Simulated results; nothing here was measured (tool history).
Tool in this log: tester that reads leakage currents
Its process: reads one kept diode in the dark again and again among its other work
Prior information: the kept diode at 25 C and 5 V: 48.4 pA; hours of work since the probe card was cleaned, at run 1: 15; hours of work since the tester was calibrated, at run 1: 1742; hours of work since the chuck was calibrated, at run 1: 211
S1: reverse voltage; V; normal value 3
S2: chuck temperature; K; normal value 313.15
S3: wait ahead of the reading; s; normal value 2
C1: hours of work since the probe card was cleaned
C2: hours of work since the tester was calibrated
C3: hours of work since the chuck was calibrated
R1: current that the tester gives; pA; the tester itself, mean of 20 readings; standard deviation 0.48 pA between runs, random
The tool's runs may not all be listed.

run     day    S1      S2    S3   C1    C2   C3      R1
  1       0     3  313.15     2   15  1742  211  166.93
  2   4.221     3  313.15     2   59  1786  254   167.9
  3   8.988     3  313.15     2  108  1835  303  169.38
  4  13.283     3  313.15  8.34  152  1879  348  171.14
  5  19.583     3  313.15  8.34  217  1944  412  174.57
  6  25.171  4.55  313.15     2  274  2001  470  207.77
  7  30.262     3  313.15     2  327  2053  522  181.54
  8  33.596  9.06  313.15     2  361  2088  556   279.4
     34.017  -- probe card cleaned and baked
  9  38.842  1.43  301.15  1.21   50  2140  609    47.6
 10  43.921     3  313.15  5.14  102  2193  661  186.27
 11  49.812     3  313.15  5.14  162  2253  722  190.28

Estimate the outcome of run 12 from the log above:
     53.071  -- chuck's temperature calibrated
 12  53.921  6.62  313.15  0.45  204  2295   9   ?

R1: 219.46 pA
Were there no unlogged condition in the tool, this run, its random variation unchanged, would have produced R1 219.58 pA.
